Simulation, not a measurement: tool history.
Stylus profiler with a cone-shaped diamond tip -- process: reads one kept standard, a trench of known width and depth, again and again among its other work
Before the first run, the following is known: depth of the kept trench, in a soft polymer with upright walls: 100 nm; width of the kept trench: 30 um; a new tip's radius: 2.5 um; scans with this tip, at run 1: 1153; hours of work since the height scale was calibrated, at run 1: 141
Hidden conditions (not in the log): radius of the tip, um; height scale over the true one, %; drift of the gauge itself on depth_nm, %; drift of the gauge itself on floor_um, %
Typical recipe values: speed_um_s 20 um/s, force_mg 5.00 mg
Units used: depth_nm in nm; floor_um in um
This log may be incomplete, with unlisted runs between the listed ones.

run,hour,speed_um_s,force_mg,scans with this tip,hours of work since the height scale was calibrated,depth_nm,floor_um
1,0.0,20,5.00,1153,141,102.56,28.50
2,79.2,20,6.22,1647,201,102.89,28.41
3,206.3,20,6.22,2439,298,102.85,28.43
4,308.0,16,5.00,3074,375,102.48,28.41
5,370.9,16,5.00,3466,423,102.45,28.40
6,451.9,16,5.00,3971,485,102.35,28.33
7,512.2,16,5.00,4347,531,102.40,28.32
8,597.8,20,5.00,4880,596,102.36,28.31
9,725.7,20,11.11,5678,693,104.15,28.28
10,833.7,20,11.11,6352,775,104.08,28.25
11,952.1,20,11.11,7090,865,104.13,28.25
12,1044.1,20,11.11,7664,935,103.99,28.14
13,1148.9,20,11.11,8317,1015,104.03,28.13
14,1275.5,20,11.11,9107,1112,103.90,28.08
15,1346.1,20,11.11,9547,1165,103.99,28.10
# hour 1411.5: new tip fitted, height scale calibrated
16,1449.1,20,11.11,235,29,104.54,28.54
17,1572.0,17,11.11,1002,122,104.45,28.51
# hour 1578.4: height scale calibrated on a step standard
18,1635.4,20,5.00,1394,43,102.39,28.50
19,1721.8,20,5.00,1933,109,102.49,28.42
20,1790.9,6,8.67,2363,162,103.61,28.50
21,1860.4,6,8.67,2797,215,103.59,28.38
22,1984.2,6,8.67,3569,309,103.60,28.39
23,2069.0,14,9.39,4098,373,103.65,28.37
# hour 2142.4: height scale calibrated on a step standard, once more
24,2203.6,14,8.56,4934,47,103.86,28.35
25,2308.5,21,4.93,5588,126,102.57,28.26
26,2421.6,5,8.09,6293,212,103.68,28.27
27,2542.4,5,8.09,7047,304,103.58,28.26
28,2670.5,5,8.09,7846,402,103.51,28.18
29,2767.0,12,7.06,8448,475,103.17,28.14
30,2881.0,6,11.21,9159,562,104.34,28.11
31,2965.7,6,11.21,9687,627,104.24,28.09
# hour 3013.5: new tip fitted, height scale calibrated
32,3090.7,39,2.20,481,59,101.51,28.44
33,3175.7,17,3.98,1011,123,102.25,28.48
34,3251.4,59,7.74,1483,181,103.46,28.45
35,3330.0,7,2.15,1973,241,101.45,28.45

The same runs without the tool's hidden state, with the same run-to-run variation:
run,depth_nm,floor_um
1,102.65,28.57
2,103.02,28.50
3,103.02,28.57
4,102.69,28.58
5,102.69,28.59
6,102.62,28.55
7,102.70,28.56
8,102.68,28.58
9,104.53,28.59
10,104.50,28.59
11,104.59,28.62
12,104.48,28.55
13,104.57,28.56
14,104.48,28.54
15,104.60,28.58
16,104.58,28.54
17,104.55,28.55
18,102.56,28.57
19,102.70,28.51
20,103.84,28.62
21,103.85,28.52
22,103.90,28.58
23,103.99,28.59
24,103.85,28.60
25,102.59,28.54
26,103.75,28.59
27,103.69,28.62
28,103.68,28.58
29,103.37,28.57
30,104.59,28.57
31,104.52,28.57
32,101.49,28.48
33,102.27,28.56
34,103.52,28.55
35,101.54,28.58

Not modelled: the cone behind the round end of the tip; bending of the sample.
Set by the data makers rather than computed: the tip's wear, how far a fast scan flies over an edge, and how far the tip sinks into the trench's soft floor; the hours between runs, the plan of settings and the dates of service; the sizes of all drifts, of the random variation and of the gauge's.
